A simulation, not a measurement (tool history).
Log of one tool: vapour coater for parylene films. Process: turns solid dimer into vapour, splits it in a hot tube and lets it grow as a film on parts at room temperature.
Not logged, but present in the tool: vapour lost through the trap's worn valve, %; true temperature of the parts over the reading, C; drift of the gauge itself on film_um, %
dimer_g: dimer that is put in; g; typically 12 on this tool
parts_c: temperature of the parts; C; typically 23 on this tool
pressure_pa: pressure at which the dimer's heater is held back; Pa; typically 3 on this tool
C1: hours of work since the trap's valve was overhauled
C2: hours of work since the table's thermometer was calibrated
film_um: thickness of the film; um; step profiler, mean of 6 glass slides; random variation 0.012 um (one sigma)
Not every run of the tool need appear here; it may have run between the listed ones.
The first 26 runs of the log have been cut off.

{"run": 27, "day": 37.962, "dimer_g": 12, "parts_c": 23, "pressure_pa": 2.51, "C1": 53, "C2": 988, "film_um": 3.11}
{"run": 28, "day": 39.892, "dimer_g": 12, "parts_c": 23, "pressure_pa": 2.03, "C1": 73, "C2": 1008, "film_um": 3.2}
{"run": 29, "day": 40.862, "dimer_g": 12, "parts_c": 23, "pressure_pa": 2.03, "C1": 83, "C2": 1017, "film_um": 3.19}
{"run": 30, "day": 41.75, "dimer_g": 8, "parts_c": 25, "pressure_pa": 3.97, "C1": 92, "C2": 1027, "film_um": 1.8}
{"run": 31, "day": 43.533, "dimer_g": 8, "parts_c": 25, "pressure_pa": 3.97, "C1": 110, "C2": 1045, "film_um": 1.78}
{"run": 32, "day": 44.65, "dimer_g": 6, "parts_c": 21, "pressure_pa": 3, "C1": 121, "C2": 1056, "film_um": 1.67}
{"run": 33, "day": 46.525, "dimer_g": 6, "parts_c": 21, "pressure_pa": 3, "C1": 140, "C2": 1075, "film_um": 1.66}
{"run": 34, "day": 47.454, "dimer_g": 6, "parts_c": 21, "pressure_pa": 3, "C1": 150, "C2": 1085, "film_um": 1.64}
{"run": 35, "day": 48.979, "dimer_g": 6, "parts_c": 21, "pressure_pa": 3, "C1": 166, "C2": 1100, "film_um": 1.65}
{"run": 36, "day": 50.296, "dimer_g": 6, "parts_c": 21, "pressure_pa": 3, "C1": 179, "C2": 1114, "film_um": 1.65}
{"run": 37, "day": 51.7, "dimer_g": 11, "parts_c": 21, "pressure_pa": 2.56, "C1": 193, "C2": 1128, "film_um": 3.07}
{"run": 38, "day": 52.662, "dimer_g": 12, "parts_c": 33, "pressure_pa": 3.47, "C1": 203, "C2": 1138, "film_um": 1.84}
{"run": 39, "day": 53.571, "dimer_g": 12, "parts_c": 33, "pressure_pa": 3.47, "C1": 212, "C2": 1147, "film_um": 1.84}
{"run": 40, "day": 54.758, "dimer_g": 12, "parts_c": 33, "pressure_pa": 3.47, "C1": 225, "C2": 1159, "film_um": 1.83}
{"run": 41, "day": 56.925, "dimer_g": 13, "parts_c": 30, "pressure_pa": 4.25, "C1": 247, "C2": 1182, "film_um": 2.23}
{"run": 42, "day": 58.304, "dimer_g": 13, "parts_c": 30, "pressure_pa": 4.25, "C1": 261, "C2": 1196, "film_um": 2.22}
{"run": 43, "day": 59.629, "dimer_g": 13, "parts_c": 30, "pressure_pa": 3.87, "C1": 274, "C2": 1209, "film_um": 2.24}
{"run": 44, "day": 61.258, "dimer_g": 21, "parts_c": 23, "pressure_pa": 11.61, "C1": 291, "C2": 1226, "film_um": 4.38}
{"run": 45, "day": 63.4, "dimer_g": 21, "parts_c": 23, "pressure_pa": 11.61, "C1": 313, "C2": 1248, "film_um": 4.36}
{"run": 46, "day": 65.504, "dimer_g": 21, "parts_c": 23, "pressure_pa": 11.61, "C1": 334, "C2": 1269, "film_um": 4.34}
{"run": 47, "day": 67.642, "dimer_g": 12, "parts_c": 17, "pressure_pa": 10.38, "C1": 356, "C2": 1291, "film_um": 3.32}

Branching from run 47: 4 alternative next runs. What would each branch give?
{"run": "A", "day": 68.871, "dimer_g": 13, "parts_c": 23, "pressure_pa": 3.6, "C1": 369, "C2": 1303, "film_um": "?"}
{"run": "B", "day": 68.871, "dimer_g": 19, "parts_c": 23, "pressure_pa": 3, "C1": 369, "C2": 1303, "film_um": "?"}
{"run": "C", "day": 68.871, "dimer_g": 12, "parts_c": 18, "pressure_pa": 10.14, "C1": 369, "C2": 1303, "film_um": "?"}
{"run": "D", "day": 68.871, "dimer_g": 12, "parts_c": 18, "pressure_pa": 4.89, "C1": 369, "C2": 1303, "film_um": "?"}

run=A film_um=3.08
run=B film_um=4.62
run=C film_um=3.17
run=D film_um=3.34
Take away the tool's hidden state, keep each run's random variation, and the runs would have read:
run=A film_um=3.13
run=B film_um=4.7
run=C film_um=3.23
run=D film_um=3.53
